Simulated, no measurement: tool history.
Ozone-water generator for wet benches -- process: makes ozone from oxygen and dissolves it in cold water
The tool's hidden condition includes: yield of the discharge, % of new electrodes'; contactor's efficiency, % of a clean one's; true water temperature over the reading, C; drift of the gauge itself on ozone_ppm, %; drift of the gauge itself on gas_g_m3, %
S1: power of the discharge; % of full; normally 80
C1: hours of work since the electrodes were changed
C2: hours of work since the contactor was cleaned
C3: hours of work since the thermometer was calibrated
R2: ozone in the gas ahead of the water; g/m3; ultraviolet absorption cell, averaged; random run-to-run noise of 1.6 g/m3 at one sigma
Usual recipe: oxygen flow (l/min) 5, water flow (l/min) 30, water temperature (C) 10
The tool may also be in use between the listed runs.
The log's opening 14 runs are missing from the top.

At hour 354.4: water thermometer calibrated, once more.
Run 15, hour 381.2: usual settings but S1 46 % of full; C1 1059; C2 659; C3 21. Result: dissolved ozone (ppm) 18.2, R2 178 g/m3.
Run 16, hour 409: usual settings but S1 46 % of full; C1 1081; C2 681; C3 43. Result: dissolved ozone (ppm) 17.9, R2 179.7 g/m3.
Run 17, hour 434.6: usual settings but water flow (l/min) 21; C1 1101; C2 702; C3 64. Result: dissolved ozone (ppm) 40.9, R2 294.8 g/m3.
Run 18, hour 472: usual settings but S1 79 % of full, oxygen flow (l/min) 3.15, water flow (l/min) 38, water temperature (C) 16; C1 1131; C2 731; C3 93. Result: dissolved ozone (ppm) 18.9, R2 355.3 g/m3.
Run 19, hour 511.3: usual settings but S1 79 % of full, oxygen flow (l/min) 3.15, water flow (l/min) 38, water temperature (C) 16; C1 1162; C2 763; C3 125. Result: dissolved ozone (ppm) 19, R2 347.3 g/m3.
Run 20, hour 542: usual settings but S1 60 % of full, oxygen flow (l/min) 2.66, water flow (l/min) 24, water temperature (C) 16; C1 1186; C2 787; C3 149. Result: dissolved ozone (ppm) 21.9, R2 295.6 g/m3.
Run 21, hour 560.6: usual settings but S1 60 % of full, oxygen flow (l/min) 2.66, water flow (l/min) 24, water temperature (C) 16; C1 1201; C2 802; C3 164. Result: dissolved ozone (ppm) 21.9, R2 294.7 g/m3.
Run 22, hour 599.9: usual settings but S1 60 % of full, oxygen flow (l/min) 2.66, water flow (l/min) 24, water temperature (C) 16; C1 1232; C2 833; C3 195. Result: dissolved ozone (ppm) 21.7, R2 292.1 g/m3.
Run 23, hour 626.6: usual settings but S1 60 % of full, oxygen flow (l/min) 2.66, water flow (l/min) 24, water temperature (C) 16; C1 1254; C2 854; C3 216. Result: dissolved ozone (ppm) 21.7, R2 292.1 g/m3.
Run 24, hour 654.2: usual settings but S1 70 % of full, oxygen flow (l/min) 5.62, water flow (l/min) 34, water temperature (C) 9; C1 1275; C2 876; C3 238. Result: dissolved ozone (ppm) 24.3, R2 246.4 g/m3.
Run 25, hour 674.3: usual settings but S1 70 % of full, oxygen flow (l/min) 5.62, water flow (l/min) 34, water temperature (C) 9; C1 1291; C2 892; C3 254. Result: dissolved ozone (ppm) 24.2, R2 247.4 g/m3.
Run 26, hour 702.2: usual settings but S1 70 % of full, oxygen flow (l/min) 5.62, water flow (l/min) 34, water temperature (C) 9; C1 1314; C2 914; C3 276. Result: dissolved ozone (ppm) 24.1, R2 248.3 g/m3.
Run 27, hour 721: usual settings but S1 47 % of full, oxygen flow (l/min) 6.19, water flow (l/min) 34, water temperature (C) 15; C1 1328; C2 929; C3 291. Result: dissolved ozone (ppm) 16.2, R2 165 g/m3.
Run 28, hour 753.5: usual settings but S1 47 % of full, oxygen flow (l/min) 6.19, water flow (l/min) 34, water temperature (C) 15; C1 1354; C2 955; C3 317. Result: dissolved ozone (ppm) 16.5, R2 166.6 g/m3.
Run 29, hour 784.7: usual settings but S1 56 % of full, oxygen flow (l/min) 2.79, water temperature (C) 6; C1 1379; C2 980; C3 342. Result: dissolved ozone (ppm) 17.7, R2 271.7 g/m3.
Run 30, hour 819.9: usual settings but S1 74 % of full, oxygen flow (l/min) 7.5; C1 1407; C2 1008; C3 370. Result: dissolved ozone (ppm) 29.8, R2 232.6 g/m3.
Run 31, hour 846.3: usual settings but S1 70 % of full, oxygen flow (l/min) 7.25, water temperature (C) 6; C1 1428; C2 1029; C3 391. Result: dissolved ozone (ppm) 29.5, R2 220.5 g/m3.
Run 32, hour 883.1: usual settings but S1 70 % of full, oxygen flow (l/min) 8.91, water flow (l/min) 19, water temperature (C) 6; C1 1457; C2 1058; C3 420. Result: dissolved ozone (ppm) 43.9, R2 200.1 g/m3.
Run 33, hour 922.7: usual settings but S1 70 % of full, oxygen flow (l/min) 8.91, water flow (l/min) 19, water temperature (C) 6; C1 1489; C2 1089; C3 451. Result: dissolved ozone (ppm) 43, R2 201.5 g/m3.
Run 34, hour 950.7: usual settings but S1 46 % of full, oxygen flow (l/min) 5.83, water flow (l/min) 19, water temperature (C) 14; C1 1511; C2 1112; C3 473. Result: dissolved ozone (ppm) 25.3, R2 165.4 g/m3.

Predict each of these 3 candidate next runs independently; none follows another, all start after run 34:
Run A, hour 985.1: usual settings but water temperature (C) 7; C1 1538; C2 1139; C3 501. Result: dissolved ozone (ppm) ?, R2 ?.
Run B, hour 985.1: usual settings but S1 46 % of full, oxygen flow (l/min) 5.4, water flow (l/min) 19, water temperature (C) 12; C1 1538; C2 1139; C3 501. Result: dissolved ozone (ppm) ?, R2 ?.
Run C, hour 985.1: usual settings but S1 71 % of full, oxygen flow (l/min) 5.83, water flow (l/min) 19, water temperature (C) 14; C1 1538; C2 1139; C3 501. Result: dissolved ozone (ppm) ?, R2 ?.

run  dissolved ozone (ppm)     R2
  A                   29.5  286.8
  B                   25.7  170.5
  C                   37.1  244.4
Without the tool's hidden state the same runs would have given:
run  dissolved ozone (ppm)     R2
  A                   32.4  308.4
  B                   27.1  177.5
  C                   40.1    261
